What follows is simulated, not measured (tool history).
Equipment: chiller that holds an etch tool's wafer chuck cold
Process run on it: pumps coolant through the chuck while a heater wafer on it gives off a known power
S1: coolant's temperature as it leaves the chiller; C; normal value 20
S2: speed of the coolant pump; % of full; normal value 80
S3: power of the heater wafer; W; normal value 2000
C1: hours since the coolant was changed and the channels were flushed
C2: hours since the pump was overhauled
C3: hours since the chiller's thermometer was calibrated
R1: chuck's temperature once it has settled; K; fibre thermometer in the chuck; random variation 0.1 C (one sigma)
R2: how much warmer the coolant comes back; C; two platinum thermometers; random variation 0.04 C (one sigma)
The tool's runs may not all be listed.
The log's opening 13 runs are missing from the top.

run,hour,S1,S2,S3,C1,C2,C3,R1,R2
14,1838.5,20,80,2000,2107,6254,4345,322.05,9.93
# hour 1996.8: chiller's thermometer calibrated
15,2034.8,20,80,2000,2302,6449,38,322.45,9.94
16,2217.2,20,80,2000,2485,6632,220,322.75,9.91
17,2300.5,20,80,2000,2568,6715,304,322.55,9.96
18,2415.4,20,80,2000,2683,6830,419,322.75,9.99
19,2590.9,10,88,2000,2859,7005,594,310.65,9.16
20,2780.4,20,71,1422,3048,7195,784,316.45,7.99
21,2934.1,14,88,2097,3202,7348,937,316.15,9.58
22,3132.6,14,88,2097,3400,7547,1136,316.25,9.6
23,3302,14,88,2097,3570,7716,1305,316.35,9.68
24,3457.1,20,62,2097,3725,7871,1460,331.85,13.71
25,3567.3,15,65,2941,3835,7982,1571,340.55,18.41
26,3661.1,20,95,1375,3929,8075,1664,311.35,5.9
27,3783.7,12,77,2657,4051,8198,1787,326.85,14.06
28,3882.3,12,77,2657,4150,8297,1885,326.95,14.11

What does the tool deliver on the next run?
29,3977.1,12,77,2657,4245,8391,1980,?,?

Logged for run 29: R1 327.15 K, R2 14.17 C.
On a tool with no hidden condition, and with the same random variation, this run would have come out at R1 321.45 K, R2 12.55 C.
